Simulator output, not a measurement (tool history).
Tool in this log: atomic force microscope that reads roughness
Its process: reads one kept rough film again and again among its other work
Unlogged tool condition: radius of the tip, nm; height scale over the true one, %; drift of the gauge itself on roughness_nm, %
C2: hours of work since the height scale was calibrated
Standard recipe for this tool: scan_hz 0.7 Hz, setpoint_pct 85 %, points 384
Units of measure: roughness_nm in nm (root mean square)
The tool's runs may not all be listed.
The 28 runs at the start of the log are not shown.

run 29 hour=236.9 | scan_hz=1.114 setpoint_pct=62 points=829 | pictures_with_this_tip=166 C2=177 | roughness_nm=0.556
run 30 hour=248.9 | scan_hz=0.7 setpoint_pct=82 points=384 | pictures_with_this_tip=189 C2=185 | roughness_nm=0.535
-- hour=251.3 new tip fitted
run 31 hour=255.3 | scan_hz=1.147 setpoint_pct=77 points=384 | pictures_with_this_tip=8 C2=188 | roughness_nm=0.532
run 32 hour=267.4 | scan_hz=0.753 setpoint_pct=60 points=369 | pictures_with_this_tip=31 C2=196 | roughness_nm=0.571
run 33 hour=276.9 | scan_hz=0.7 setpoint_pct=60 points=384 | pictures_with_this_tip=50 C2=202 | roughness_nm=0.569
run 34 hour=284.7 | scan_hz=0.7 setpoint_pct=60 points=439 | pictures_with_this_tip=65 C2=207 | roughness_nm=0.568
run 35 hour=297.4 | scan_hz=1.988 setpoint_pct=90 points=384 | pictures_with_this_tip=90 C2=215 | roughness_nm=0.443
run 36 hour=303.4 | scan_hz=0.538 setpoint_pct=58 points=390 | pictures_with_this_tip=102 C2=219 | roughness_nm=0.57
run 37 hour=313.7 | scan_hz=0.538 setpoint_pct=58 points=390 | pictures_with_this_tip=122 C2=225 | roughness_nm=0.569
run 38 hour=321.2 | scan_hz=2.033 setpoint_pct=67 points=940 | pictures_with_this_tip=137 C2=230 | roughness_nm=0.528
run 39 hour=332.7 | scan_hz=2.033 setpoint_pct=82 points=653 | pictures_with_this_tip=160 C2=237 | roughness_nm=0.477
run 40 hour=342.3 | scan_hz=2.033 setpoint_pct=82 points=653 | pictures_with_this_tip=178 C2=243 | roughness_nm=0.477
-- hour=349.6 new tip fitted
run 41 hour=350.3 | scan_hz=1.747 setpoint_pct=85 points=690 | pictures_with_this_tip=1 C2=248 | roughness_nm=0.482
run 42 hour=363.6 | scan_hz=1.747 setpoint_pct=85 points=690 | pictures_with_this_tip=27 C2=257 | roughness_nm=0.481
run 43 hour=374.2 | scan_hz=2.392 setpoint_pct=85 points=572 | pictures_with_this_tip=48 C2=263 | roughness_nm=0.451
run 44 hour=382 | scan_hz=1.83 setpoint_pct=85 points=384 | pictures_with_this_tip=63 C2=268 | roughness_nm=0.475
run 45 hour=390.8 | scan_hz=0.7 setpoint_pct=85 points=809 | pictures_with_this_tip=80 C2=274 | roughness_nm=0.537
run 46 hour=398.6 | scan_hz=0.7 setpoint_pct=68 points=276 | pictures_with_this_tip=96 C2=279 | roughness_nm=0.557
run 47 hour=405.9 | scan_hz=1.291 setpoint_pct=61 points=533 | pictures_with_this_tip=110 C2=283 | roughness_nm=0.557
run 48 hour=414.7 | scan_hz=2.294 setpoint_pct=69 points=1009 | pictures_with_this_tip=127 C2=289 | roughness_nm=0.517
run 49 hour=421.5 | scan_hz=2.24 setpoint_pct=63 points=799 | pictures_with_this_tip=141 C2=293 | roughness_nm=0.537
run 50 hour=429 | scan_hz=2.24 setpoint_pct=63 points=799 | pictures_with_this_tip=155 C2=298 | roughness_nm=0.535

Below are 4 alternative next runs, each starting from the tool's condition after run 50. Predict each:
run A hour=436.3 | scan_hz=2.965 setpoint_pct=75 points=284 | pictures_with_this_tip=170 C2=303 | roughness_nm=?
run B hour=436.3 | scan_hz=2.24 setpoint_pct=63 points=796 | pictures_with_this_tip=170 C2=303 | roughness_nm=?
run C hour=436.3 | scan_hz=0.545 setpoint_pct=62 points=851 | pictures_with_this_tip=170 C2=303 | roughness_nm=?
run D hour=436.3 | scan_hz=0.677 setpoint_pct=62 points=925 | pictures_with_this_tip=170 C2=303 | roughness_nm=?

run=A roughness_nm=0.473
run=B roughness_nm=0.534
run=C roughness_nm=0.568
run=D roughness_nm=0.566
Without the tool's unlogged condition, the same runs would have read:
run=A roughness_nm=0.477
run=B roughness_nm=0.539
run=C roughness_nm=0.573
run=D roughness_nm=0.571
